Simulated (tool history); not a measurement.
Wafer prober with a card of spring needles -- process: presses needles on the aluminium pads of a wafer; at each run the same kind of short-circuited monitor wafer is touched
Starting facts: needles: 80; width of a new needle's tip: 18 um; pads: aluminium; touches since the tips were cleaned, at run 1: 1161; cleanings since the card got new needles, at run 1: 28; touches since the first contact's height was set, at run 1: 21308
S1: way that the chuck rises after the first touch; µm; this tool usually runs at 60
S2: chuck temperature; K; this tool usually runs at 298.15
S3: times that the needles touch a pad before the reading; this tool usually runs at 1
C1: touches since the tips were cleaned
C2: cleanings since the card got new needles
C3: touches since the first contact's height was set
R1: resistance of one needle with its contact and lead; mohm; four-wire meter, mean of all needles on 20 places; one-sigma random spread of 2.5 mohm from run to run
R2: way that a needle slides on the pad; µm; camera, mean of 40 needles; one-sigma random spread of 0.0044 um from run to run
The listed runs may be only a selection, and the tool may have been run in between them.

Run 1, hour 0: usual settings; C1 1161; C2 28; C3 21308. Result: R1 282 mohm, R2 9.414 µm.
At hour 16: tips cleaned on abrasive film.
Run 2, hour 23: usual settings; C1 1836; C2 29; C3 27334. Result: R1 285 mohm, R2 9.427 µm.
Run 3, hour 34: usual settings; C1 4726; C2 29; C3 30224. Result: R1 284 mohm, R2 9.427 µm.
At hour 36.4: tips cleaned on abrasive film.
At hour 55.6: tips cleaned on abrasive film.
Run 4, hour 55.6: usual settings but S2 300.15 K; C1 0; C2 31; C3 35861. Result: R1 284 mohm, R2 9.424 µm.
At hour 75: tips cleaned on abrasive film.
Run 5, hour 75.5: usual settings but S2 361.15 K; C1 125; C2 32; C3 41056. Result: R1 305 mohm, R2 9.428 µm.
Run 6, hour 89.9: usual settings but S2 361.15 K; C1 3910; C2 32; C3 44841. Result: R1 311 mohm, R2 9.422 µm.
At hour 94.8: tips cleaned on abrasive film.
Run 7, hour 101.5: usual settings but S2 361.15 K; C1 1764; C2 33; C3 47864. Result: R1 304 mohm, R2 9.419 µm.
At hour 114.9: tips cleaned on abrasive film.
Run 8, hour 114.9: usual settings but S2 361.15 K; C1 0; C2 34; C3 51355. Result: R1 305 mohm, R2 9.426 µm.
Run 9, hour 131.9: usual settings but S2 361.15 K; C1 4484; C2 34; C3 55839. Result: R1 305 mohm, R2 9.421 µm.
At hour 136.1: tips cleaned on abrasive film.
Run 10, hour 144.9: usual settings but S2 361.15 K; C1 2322; C2 35; C3 59235. Result: R1 308 mohm, R2 9.418 µm.
At hour 155.9: tips cleaned on abrasive film.
Run 11, hour 169: usual settings but S2 361.15 K; C1 3444; C2 36; C3 65527. Result: R1 308 mohm, R2 9.417 µm.
At hour 177.1: tips cleaned on abrasive film.
Run 12, hour 180.6: usual settings; C1 928; C2 37; C3 68572. Result: R1 281 mohm, R2 9.418 µm.
At hour 182.8: height of the first contact set anew.
Run 13, hour 194.7: usual settings but S3 3; C1 4534; C2 37; C3 3115. Result: R1 281 mohm, R2 9.422 µm.
At hour 198.1: tips cleaned on abrasive film.
Run 14, hour 209.7: usual settings; C1 3044; C2 38; C3 7045. Result: R1 286 mohm, R2 9.429 µm.
At hour 218.2: tips cleaned on abrasive film.
Run 15, hour 232.4: usual settings; C1 3717; C2 39; C3 12976. Result: R1 281 mohm, R2 9.42 µm.
At hour 238.3: tips cleaned on abrasive film.
Run 16, hour 252.1: usual settings but S3 3; C1 3616; C2 40; C3 18140. Result: R1 284 mohm, R2 9.416 µm.
At hour 258.2: tips cleaned on abrasive film.
Run 17, hour 267.1: usual settings but S2 311.15 K, S3 3; C1 2355; C2 41; C3 22067. Result: R1 289 mohm, R2 9.423 µm.
At hour 278.3: tips cleaned on abrasive film.
Run 18, hour 282.5: usual settings but S1 80 µm, S2 393.15 K, S3 2; C1 1093; C2 42; C3 26080. Result: R1 309 mohm, R2 12.561 µm.
Run 19, hour 294.2: usual settings but S1 48 µm, S2 333.15 K, S3 2; C1 4176; C2 42; C3 29163. Result: R1 300 mohm, R2 7.536 µm.
At hour 299.5: tips cleaned on abrasive film.
Run 20, hour 313.4: usual settings but S2 302.15 K; C1 3641; C2 43; C3 34176. Result: R1 284 mohm, R2 9.423 µm.
At hour 319.7: tips cleaned on abrasive film.
Run 21, hour 331.2: usual settings but S2 336.15 K, S3 3; C1 3024; C2 44; C3 38827. Result: R1 297 mohm, R2 9.425 µm.
At hour 339.4: tips cleaned on abrasive film.
Run 22, hour 348.1: usual settings but S2 336.15 K, S3 3; C1 2269; C2 45; C3 43245. Result: R1 299 mohm, R2 9.415 µm.
At hour 359.7: tips cleaned on abrasive film.
Run 23, hour 367.1: usual settings but S1 45 µm, S2 356.15 K; C1 1944; C2 46; C3 48216. Result: R1 316 mohm, R2 7.067 µm.
Run 24, hour 377.9: usual settings but S1 41 µm, S2 385.15 K, S3 3; C1 4790; C2 46; C3 51062. Result: R1 332 mohm, R2 6.436 µm.
At hour 379.3: tips cleaned on abrasive film.
Run 25, hour 390.5: usual settings but S1 41 µm, S2 385.15 K, S3 3; C1 2940; C2 47; C3 54349. Result: R1 332 mohm, R2 6.441 µm.
At hour 400.5: tips cleaned on abrasive film.
Run 26, hour 406.4: usual settings but S1 41 µm, S2 385.15 K, S3 3; C1 1560; C2 48; C3 58503. Result: R1 328 mohm, R2 6.438 µm.
At hour 419.8: tips cleaned on abrasive film.
Run 27, hour 419.8: usual settings but S1 54 µm, S3 3; C1 0; C2 49; C3 62000. Result: R1 285 mohm, R2 8.479 µm.
Run 28, hour 436.3: usual settings but S1 44 µm; C1 4330; C2 49; C3 66330. Result: R1 296 mohm, R2 6.908 µm.
At hour 439.3: tips cleaned on abrasive film.
At hour 446.2: height of the first contact set anew.
At hour 459.7: tips cleaned on abrasive film.
Run 29, hour 459.7: usual settings but S1 71 µm; C1 0; C2 51; C3 3504. Result: R1 281 mohm, R2 11.149 µm.
At hour 479.7: tips cleaned on abrasive film.
Run 30, hour 481.1: usual settings but S1 59 µm, S3 3; C1 370; C2 52; C3 9106. Result: R1 292 mohm, R2 9.271 µm.
Run 31, hour 498.8: usual settings but S1 59 µm, S3 3; C1 5025; C2 52; C3 13761. Result: R1 285 mohm, R2 9.261 µm.
At hour 500.7: tips cleaned on abrasive film.
Run 32, hour 515.2: usual settings but S1 57 µm, S2 397.15 K; C1 3831; C2 53; C3 18066. Result: R1 319 mohm, R2 8.947 µm.
At hour 521.4: tips cleaned on abrasive film.
Run 33, hour 530.3: usual settings but S1 57 µm, S2 397.15 K; C1 2329; C2 54; C3 21985. Result: R1 322 mohm, R2 8.962 µm.

Branching from run 33: 4 alternative next runs. What would each branch give?
At hour 542.2: tips cleaned on abrasive film.
Run A, hour 551.1: usual settings but S1 57 µm, S2 308.15 K, S3 2; C1 2354; C2 55; C3 27447. Result: R1 ?, R2 ?.
At hour 542.2: tips cleaned on abrasive film.
Run B, hour 551.1: usual settings but S2 380.15 K; C1 2354; C2 55; C3 27447. Result: R1 ?, R2 ?.
At hour 542.2: tips cleaned on abrasive film.
Run C, hour 551.1: usual settings but S1 43 µm, S2 328.15 K; C1 2354; C2 55; C3 27447. Result: R1 ?, R2 ?.
At hour 542.2: tips cleaned on abrasive film.
Run D, hour 551.1: usual settings but S1 69 µm, S2 397.15 K; C1 2354; C2 55; C3 27447. Result: R1 ?, R2 ?.

run   R1      R2
  A  292    8.95
  B  314   9.428
  C  305   6.752
  D  315  10.843
With the hidden condition removed and each run's random variation left untouched, the same runs would have given:
run   R1      R2
  A  292    8.95
  B  313   9.428
  C  304   6.752
  D  315  10.843
